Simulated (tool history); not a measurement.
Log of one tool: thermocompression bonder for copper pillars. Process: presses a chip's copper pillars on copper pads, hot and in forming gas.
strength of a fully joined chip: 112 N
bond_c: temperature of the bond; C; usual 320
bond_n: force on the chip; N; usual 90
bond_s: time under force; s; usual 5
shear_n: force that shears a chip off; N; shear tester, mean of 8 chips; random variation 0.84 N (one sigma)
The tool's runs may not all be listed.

run,hour,bond_c,bond_n,bond_s,shear_n
1,0.0,320,90,5,61.9
2,46.8,320,90,5,60.8
3,84.5,320,90,4,55.7
4,151.0,320,90,4,54.4
# hour 176.7: forming gas filter changed
5,229.1,320,90,6,67.9
6,281.8,320,90,6,66.6
7,317.5,320,90,6,66.6
8,393.2,320,90,6,65.3
9,434.5,320,90,4,57.2
10,497.8,320,90,4,58.0
11,566.1,320,90,4,56.1
12,606.8,322,90,5,62.5
13,692.4,322,90,6,64.0
14,740.4,322,90,6,63.9
15,783.4,322,74,6,55.1
16,854.1,322,74,6,54.0
# hour 871.3: forming gas filter changed
17,904.2,294,68,5,34.4
18,985.6,294,68,5,34.4
19,1060.3,309,60,5,36.0
20,1128.7,323,90,5,62.8
21,1187.7,334,90,14,89.2
22,1269.3,334,90,14,87.2
23,1317.8,324,90,5,60.6
24,1394.3,343,90,6,76.4
25,1461.8,320,111,7,73.8
26,1532.6,320,111,7,71.8

Hidden state or all else? Some run-to-run changes of shear_n, split into what the settings, what came in and random variation would give without the hidden state, and what is left for the hidden state (with any gauge scatter that isn't in both results):
The hidden state here: true temperature of the bond over the reading, C; force that reaches the chip, % of what is set; oxide that the forming gas leaves, % of the face; drift of the gauge itself on shear_n, %.
Run 4 -> 5: bond_s 4 -> 6, forming gas filter changed. shear_n +13.5 N: hidden state +4.9, all else +8.6.
Run 16 -> 17: bond_c 322 -> 294, bond_n 74 -> 68, bond_s 6 -> 5, forming gas filter changed. shear_n -19.6 N: hidden state +5.8, all else -25.4.
Run 19 -> 20: bond_c 309 -> 323, bond_n 60 -> 90. shear_n +26.8 N: hidden state -2.5, all else +29.3.
Run 22 -> 23: bond_c 334 -> 324, bond_s 14 -> 5. shear_n -26.6 N: hidden state -0.4, all else -26.2.
